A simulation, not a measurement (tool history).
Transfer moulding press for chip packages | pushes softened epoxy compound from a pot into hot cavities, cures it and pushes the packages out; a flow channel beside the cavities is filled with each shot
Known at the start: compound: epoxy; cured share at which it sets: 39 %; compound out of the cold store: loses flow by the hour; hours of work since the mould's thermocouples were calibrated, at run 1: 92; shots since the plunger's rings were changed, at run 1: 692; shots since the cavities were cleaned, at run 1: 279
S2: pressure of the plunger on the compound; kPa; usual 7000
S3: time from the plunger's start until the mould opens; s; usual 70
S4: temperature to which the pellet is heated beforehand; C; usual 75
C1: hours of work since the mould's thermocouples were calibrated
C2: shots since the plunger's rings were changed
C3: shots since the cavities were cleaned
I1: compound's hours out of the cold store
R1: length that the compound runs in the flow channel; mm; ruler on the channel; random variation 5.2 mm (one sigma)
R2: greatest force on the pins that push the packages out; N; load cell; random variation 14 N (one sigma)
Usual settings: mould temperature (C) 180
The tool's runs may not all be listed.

{"run": 1, "hour": 0.0, "mould temperature (C)": 180, "S2": 7000, "S3": 70, "S4": 75, "C1": 92, "C2": 692, "C3": 279, "I1": 26.2, "R1": 799, "R2": 740}
{"run": 2, "hour": 6.6, "mould temperature (C)": 180, "S2": 7000, "S3": 70, "S4": 75, "C1": 97, "C2": 819, "C3": 406, "I1": 16.0, "R1": 832, "R2": 810}
{"hour": 8.7, "done": "cavities cleaned with cleaning compound and waxed"}
{"run": 3, "hour": 12.9, "mould temperature (C)": 180, "S2": 7000, "S3": 70, "S4": 75, "C1": 101, "C2": 909, "C3": 80, "I1": 18.7, "R1": 824, "R2": 666}
{"run": 4, "hour": 19.5, "mould temperature (C)": 180, "S2": 7000, "S3": 70, "S4": 75, "C1": 106, "C2": 1036, "C3": 207, "I1": 17.5, "R1": 827, "R2": 727}
{"run": 5, "hour": 25.2, "mould temperature (C)": 180, "S2": 7000, "S3": 70, "S4": 75, "C1": 110, "C2": 1145, "C3": 316, "I1": 39.1, "R1": 745, "R2": 712}
{"hour": 32.2, "done": "cavities cleaned with cleaning compound and waxed"}
{"run": 6, "hour": 38.0, "mould temperature (C)": 180, "S2": 7000, "S3": 58, "S4": 75, "C1": 118, "C2": 1360, "C3": 110, "I1": 33.9, "R1": 761, "R2": 1095}
{"run": 7, "hour": 43.4, "mould temperature (C)": 180, "S2": 7000, "S3": 58, "S4": 75, "C1": 122, "C2": 1465, "C3": 215, "I1": 15.3, "R1": 831, "R2": 1229}
{"run": 8, "hour": 48.6, "mould temperature (C)": 180, "S2": 7350, "S3": 70, "S4": 75, "C1": 126, "C2": 1563, "C3": 313, "I1": 36.4, "R1": 762, "R2": 741}
{"hour": 56.0, "done": "cavities cleaned with cleaning compound and waxed"}
{"run": 9, "hour": 60.0, "mould temperature (C)": 180, "S2": 7350, "S3": 70, "S4": 75, "C1": 134, "C2": 1753, "C3": 78, "I1": 10.4, "R1": 864, "R2": 695}
{"run": 10, "hour": 69.7, "mould temperature (C)": 180, "S2": 7000, "S3": 70, "S4": 75, "C1": 141, "C2": 1939, "C3": 264, "I1": 17.1, "R1": 817, "R2": 758}
{"hour": 79.8, "done": "cavities cleaned with cleaning compound and waxed"}
{"run": 11, "hour": 79.8, "mould temperature (C)": 180, "S2": 7000, "S3": 70, "S4": 75, "C1": 147, "C2": 2101, "C3": 0, "I1": 45.1, "R1": 712, "R2": 575}
{"run": 12, "hour": 91.2, "mould temperature (C)": 183, "S2": 7000, "S3": 70, "S4": 77, "C1": 156, "C2": 2319, "C3": 218, "I1": 37.9, "R1": 724, "R2": 533}
{"run": 13, "hour": 100.9, "mould temperature (C)": 180, "S2": 7000, "S3": 69, "S4": 85, "C1": 163, "C2": 2505, "C3": 404, "I1": 10.0, "R1": 824, "R2": 788}
{"hour": 102.9, "done": "cavities cleaned with cleaning compound and waxed"}
{"run": 14, "hour": 108.4, "mould temperature (C)": 175, "S2": 7170, "S3": 102, "S4": 76, "C1": 168, "C2": 2619, "C3": 104, "I1": 43.9, "R1": 730, "R2": 415}
{"run": 15, "hour": 115.4, "mould temperature (C)": 175, "S2": 7170, "S3": 102, "S4": 76, "C1": 173, "C2": 2753, "C3": 238, "I1": 17.4, "R1": 815, "R2": 471}
{"run": 16, "hour": 122.7, "mould temperature (C)": 175, "S2": 7170, "S3": 102, "S4": 76, "C1": 178, "C2": 2892, "C3": 377, "I1": 23.6, "R1": 799, "R2": 492}
{"hour": 128.0, "done": "plunger's sealing rings changed"}
{"hour": 129.5, "done": "cavities cleaned with cleaning compound and waxed"}
{"run": 17, "hour": 132.5, "mould temperature (C)": 177, "S2": 7000, "S3": 70, "S4": 75, "C1": 183, "C2": 58, "C3": 58, "I1": 11.7, "R1": 871, "R2": 857}
{"run": 18, "hour": 142.2, "mould temperature (C)": 177, "S2": 8230, "S3": 97, "S4": 75, "C1": 190, "C2": 244, "C3": 244, "I1": 37.1, "R1": 847, "R2": 452}
{"run": 19, "hour": 148.4, "mould temperature (C)": 176, "S2": 5340, "S3": 52, "S4": 75, "C1": 195, "C2": 361, "C3": 361, "I1": 25.7, "R1": 713, "R2": 1878}
{"hour": 153.1, "done": "cavities cleaned with cleaning compound and waxed"}
{"run": 20, "hour": 158.2, "mould temperature (C)": 175, "S2": 6680, "S3": 53, "S4": 66, "C1": 201, "C2": 519, "C3": 97, "I1": 37.6, "R1": 757, "R2": 1722}
{"run": 21, "hour": 165.0, "mould temperature (C)": 175, "S2": 7000, "S3": 70, "S4": 72, "C1": 206, "C2": 649, "C3": 227, "I1": 26.9, "R1": 810, "R2": 1026}

Forecast each of these 4 alternatives for the next run:
{"run": "A", "hour": 172.8, "mould temperature (C)": 180, "S2": 7000, "S3": 105, "S4": 75, "C1": 212, "C2": 799, "C3": 377, "I1": 38.6, "R1": "?", "R2": "?"}
{"run": "B", "hour": 172.8, "mould temperature (C)": 175, "S2": 7000, "S3": 60, "S4": 72, "C1": 212, "C2": 799, "C3": 377, "I1": 32.4, "R1": "?", "R2": "?"}
{"run": "C", "hour": 172.8, "mould temperature (C)": 184, "S2": 7000, "S3": 70, "S4": 75, "C1": 212, "C2": 799, "C3": 377, "I1": 9.9, "R1": "?", "R2": "?"}
{"run": "D", "hour": 172.8, "mould temperature (C)": 175, "S2": 6960, "S3": 59, "S4": 81, "C1": 212, "C2": 799, "C3": 377, "I1": 20.8, "R1": "?", "R2": "?"}

run=A R1=753 R2=451
run=B R1=782 R2=1520
run=C R1=844 R2=633
run=D R1=828 R2=1578
Without the tool's hidden state the same runs would have given:
run=A R1=770 R2=370
run=B R1=800 R2=1283
run=C R1=864 R2=538
run=D R1=847 R2=1330
